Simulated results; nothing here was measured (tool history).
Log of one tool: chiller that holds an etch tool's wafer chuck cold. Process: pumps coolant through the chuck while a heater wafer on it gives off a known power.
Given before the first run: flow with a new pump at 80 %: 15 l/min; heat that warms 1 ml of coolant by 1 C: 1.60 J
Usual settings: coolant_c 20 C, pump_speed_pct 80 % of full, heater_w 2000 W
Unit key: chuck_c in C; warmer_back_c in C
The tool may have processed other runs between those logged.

run,day,coolant_c,pump_speed_pct,heater_w,chuck_c,warmer_back_c
1,0.000,20,80,2000,37.1,5.04
2,0.517,20,80,2000,37.0,4.98
# day 1.146: chiller's thermometer calibrated
3,1.708,20,87,2000,36.4,4.66
4,2.288,20,87,2000,36.3,4.67
5,3.300,20,80,2000,37.5,5.06
6,4.517,20,80,2000,37.6,5.01
7,5.129,20,80,2000,37.4,5.03
8,6.171,20,80,2000,37.3,5.04
9,7.167,20,80,2000,37.5,5.07
10,7.971,20,80,2000,37.7,5.05
11,9.154,29,80,2000,46.5,5.05
12,10.250,29,80,2000,46.6,5.12
13,10.779,16,62,2000,37.5,6.49
14,11.533,19,85,2000,35.9,4.80
15,12.362,19,85,2000,35.7,4.74
16,13.621,19,72,2000,38.0,5.64
17,14.521,20,61,1082,31.7,3.63
18,15.088,26,73,2087,45.8,5.79
19,15.838,28,83,2141,46.4,5.29

Branching from run 19: 5 alternative next runs. What would each branch give?
A,16.600,17,80,1252,?,?
B,16.600,22,63,2000,?,?
C,16.600,28,65,2141,?,?
D,16.600,23,80,2000,?,?
E,16.600,20,66,2000,?,?

run,chuck_c,warmer_back_c
A,27.9,3.21
B,43.3,6.46
C,50.3,6.72
D,40.8,5.18
E,40.4,6.25
Without the tool's unlogged condition, the same runs would have read:
run,chuck_c,warmer_back_c
A,27.2,3.14
B,42.0,6.32
C,48.9,6.57
D,39.7,5.07
E,39.1,6.12

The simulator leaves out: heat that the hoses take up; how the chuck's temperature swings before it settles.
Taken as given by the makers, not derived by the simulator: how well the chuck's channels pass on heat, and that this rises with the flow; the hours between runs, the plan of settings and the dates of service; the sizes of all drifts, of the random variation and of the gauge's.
